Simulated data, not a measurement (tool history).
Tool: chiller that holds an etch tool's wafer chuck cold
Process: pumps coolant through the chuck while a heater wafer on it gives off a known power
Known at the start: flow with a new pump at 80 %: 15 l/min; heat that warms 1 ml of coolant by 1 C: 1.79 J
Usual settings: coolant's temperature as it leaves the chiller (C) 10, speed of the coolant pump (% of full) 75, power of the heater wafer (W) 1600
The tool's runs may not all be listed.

| run | hour | coolant's temperature as it leaves the chiller (C) | speed of the coolant pump (% of full) | power of the heater wafer (W) | chuck's temperature once it has settled (C) | how much warmer the coolant comes back (C) |
|---|---|---|---|---|---|---|
| 1 | 0 | 10 | 75 | 1600 | 23 | 3.86 |
| 2 | 53.9 | 10 | 75 | 1600 | 23.1 | 3.88 |
| 3 | 156.6 | 10 | 61 | 1600 | 26 | 4.92 |
|  | 173.2 | coolant changed, channels flushed |
| 4 | 252.6 | 10 | 61 | 1505 | 22.3 | 4.66 |
| 5 | 349.7 | 10 | 61 | 1505 | 22.3 | 4.72 |
| 6 | 437.5 | 10 | 61 | 1505 | 22.3 | 4.67 |
| 7 | 533 | 10 | 61 | 1600 | 23.1 | 5 |
| 8 | 611.3 | 10 | 61 | 1600 | 23.4 | 5.07 |
| 9 | 700.5 | 10 | 61 | 1600 | 23.4 | 5.02 |
| 10 | 809.3 | 10 | 61 | 1600 | 23.5 | 5.05 |
| 11 | 899.3 | 10 | 61 | 1600 | 23.3 | 5.13 |
| 12 | 969.8 | 10 | 61 | 1600 | 23.5 | 5.03 |
| 13 | 1058.4 | 10 | 61 | 1600 | 23.6 | 5.11 |
| 14 | 1175 | 1 | 75 | 1600 | 12.2 | 4.05 |
| 15 | 1249.6 | 10 | 75 | 1928 | 23.7 | 4.99 |
| 16 | 1329.3 | 10 | 65 | 1928 | 25.8 | 5.81 |
|  | 1338.4 | chiller's thermometer calibrated |
| 17 | 1433 | 2 | 75 | 1071 | 9.4 | 2.76 |
| 18 | 1514 | 2 | 75 | 1071 | 9.4 | 2.72 |
|  | 1536 | chiller's thermometer calibrated, once more |
| 19 | 1626 | 10 | 75 | 1133 | 18.2 | 2.91 |
| 20 | 1718.7 | 7 | 69 | 1600 | 20 | 4.53 |
| 21 | 1821.6 | 1 | 79 | 1048 | 8.3 | 2.61 |
| 22 | 1921.1 | 1 | 82 | 1048 | 8 | 2.48 |
| 23 | 2011.6 | 8 | 98 | 1495 | 16.7 | 2.92 |
| 24 | 2101.6 | 8 | 98 | 2277 | 21.3 | 4.41 |
| 25 | 2159.9 | 3 | 83 | 1600 | 14 | 3.74 |
| 26 | 2228 | 10 | 82 | 1035 | 17.1 | 2.41 |
| 27 | 2341.8 | 10 | 82 | 1035 | 17.2 | 2.55 |
| 28 | 2434.2 | 10 | 82 | 1035 | 17.4 | 2.52 |
| 29 | 2501.2 | 10 | 82 | 1035 | 17.3 | 2.54 |
| 30 | 2595.6 | 10 | 82 | 1035 | 17.4 | 2.46 |
| 31 | 2706.4 | 10 | 82 | 2294 | 26.5 | 5.56 |

Hidden state or all else? Some run-to-run changes of chuck's temperature once it has settled (C), split into what the settings, what came in and random variation would give without the hidden state, and what is left for the hidden state (with any gauge scatter that isn't in both results):
The hidden state here: heat passed by the chuck's channels, % of clean ones'; flow at a given pump speed, % of a new pump's; coolant's true temperature over the reading, C; drift of the gauge itself on chuck_c, C; drift of the gauge itself on warmer_back_c, C.
Run 3 -> 4: power of the heater wafer (W) 1600 -> 1505, coolant changed, channels flushed. chuck's temperature once it has settled (C) -3.7: hidden state -2.8, all else -0.9.
Run 14 -> 15: coolant's temperature as it leaves the chiller (C) 1 -> 10, power of the heater wafer (W) 1600 -> 1928. chuck's temperature once it has settled (C) +11.5: hidden state +0.2, all else +11.3.
Run 16 -> 17: coolant's temperature as it leaves the chiller (C) 10 -> 2, speed of the coolant pump (% of full) 65 -> 75, power of the heater wafer (W) 1928 -> 1071, chiller's thermometer calibrated. chuck's temperature once it has settled (C) -16.4: hidden state -0.8, all else -15.6.
Run 20 -> 21: coolant's temperature as it leaves the chiller (C) 7 -> 1, speed of the coolant pump (% of full) 69 -> 79, power of the heater wafer (W) 1600 -> 1048. chuck's temperature once it has settled (C) -11.7: hidden state -0.6, all else -11.1.
Run 30 -> 31: power of the heater wafer (W) 1035 -> 2294. chuck's temperature once it has settled (C) +9.1: hidden state +1.6, all else +7.5.

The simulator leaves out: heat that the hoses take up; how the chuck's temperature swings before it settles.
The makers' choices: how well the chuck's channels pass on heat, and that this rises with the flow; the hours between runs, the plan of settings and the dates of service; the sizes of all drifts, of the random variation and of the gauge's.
